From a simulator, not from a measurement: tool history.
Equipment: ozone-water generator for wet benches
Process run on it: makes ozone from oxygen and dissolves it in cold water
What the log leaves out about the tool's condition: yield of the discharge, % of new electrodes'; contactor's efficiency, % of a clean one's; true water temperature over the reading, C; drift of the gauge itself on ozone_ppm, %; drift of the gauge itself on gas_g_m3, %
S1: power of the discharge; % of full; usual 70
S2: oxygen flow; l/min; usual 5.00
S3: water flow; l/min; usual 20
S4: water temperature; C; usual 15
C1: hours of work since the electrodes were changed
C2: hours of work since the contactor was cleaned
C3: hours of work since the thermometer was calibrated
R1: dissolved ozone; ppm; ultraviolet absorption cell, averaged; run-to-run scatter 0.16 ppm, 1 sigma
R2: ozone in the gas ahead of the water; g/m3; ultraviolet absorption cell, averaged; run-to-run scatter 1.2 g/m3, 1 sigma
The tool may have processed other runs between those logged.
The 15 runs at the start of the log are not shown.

| run | day | S1 | S2 | S3 | S4 | C1 | C2 | C3 | R1 | R2 |
|---|---|---|---|---|---|---|---|---|---|---|
| 16 | 96.971 | 40 | 4.19 | 20 | 15 | 4921 | 2290 | 304 | 10.8 | 142.2 |
| 17 | 103.825 | 40 | 4.19 | 20 | 15 | 5050 | 2419 | 433 | 11.0 | 139.8 |
| 18 | 109.425 | 73 | 2.72 | 17 | 18 | 5156 | 2524 | 538 | 18.8 | 283.7 |
| 19 | 113.562 | 70 | 3.84 | 18 | 20 | 5234 | 2602 | 616 | 17.8 | 234.7 |
| 20 | 119.183 | 70 | 3.84 | 18 | 20 | 5339 | 2708 | 722 | 17.7 | 237.7 |
| 21 | 124.892 | 48 | 3.84 | 18 | 20 | 5447 | 2815 | 829 | 12.9 | 168.7 |
|  | 129.646 | water thermometer calibrated, once more |
| 22 | 131.892 | 70 | 5.00 | 23 | 23 | 5578 | 2947 | 42 | 14.1 | 208.3 |
| 23 | 141.146 | 70 | 5.00 | 23 | 23 | 5752 | 3121 | 216 | 14.1 | 208.1 |
| 24 | 145.233 | 70 | 5.61 | 15 | 23 | 5829 | 3197 | 293 | 20.1 | 195.7 |
| 25 | 154.612 | 70 | 5.61 | 15 | 23 | 6005 | 3374 | 470 | 19.5 | 196.2 |
| 26 | 163.404 | 70 | 3.58 | 20 | 15 | 6171 | 3539 | 635 | 16.4 | 237.0 |
| 27 | 168.408 | 72 | 5.52 | 20 | 15 | 6265 | 3633 | 729 | 18.1 | 201.4 |
| 28 | 177.683 | 72 | 5.52 | 20 | 15 | 6439 | 3808 | 904 | 17.9 | 200.2 |
| 29 | 181.808 | 72 | 5.52 | 20 | 15 | 6517 | 3885 | 981 | 17.9 | 201.4 |
| 30 | 191.142 | 68 | 5.00 | 14 | 15 | 6693 | 4061 | 1157 | 22.6 | 197.6 |
|  | 197.754 | contactor cleaned |
| 31 | 199.308 | 83 | 5.00 | 30 | 19 | 6843 | 29 | 1307 | 13.6 | 235.1 |
| 32 | 203.838 | 70 | 5.00 | 16 | 8 | 6928 | 114 | 1393 | 24.4 | 201.2 |
| 33 | 213.350 | 55 | 5.00 | 16 | 8 | 7107 | 293 | 1571 | 19.8 | 166.5 |
| 34 | 220.933 | 49 | 3.79 | 19 | 8 | 7250 | 436 | 1714 | 14.5 | 171.4 |

Predict each of these 3 candidate next runs independently; none follows another, all start after run 34:
| A | 227.175 | 49 | 5.82 | 19 | 11 | 7367 | 553 | 1832 | ? | ? |
| B | 227.175 | 81 | 5.84 | 20 | 16 | 7367 | 553 | 1832 | ? | ? |
| C | 227.175 | 49 | 4.79 | 19 | 23 | 7367 | 553 | 1832 | ? | ? |

| run | R1 | R2 |
|---|---|---|
| A | 15.2 | 140.2 |
| B | 20.1 | 212.5 |
| C | 12.5 | 154.3 |
Without the tool's hidden state the same runs would have given:
| run | R1 | R2 |
|---|---|---|
| A | 16.7 | 152.5 |
| B | 23.4 | 243.6 |
| C | 13.7 | 167.7 |
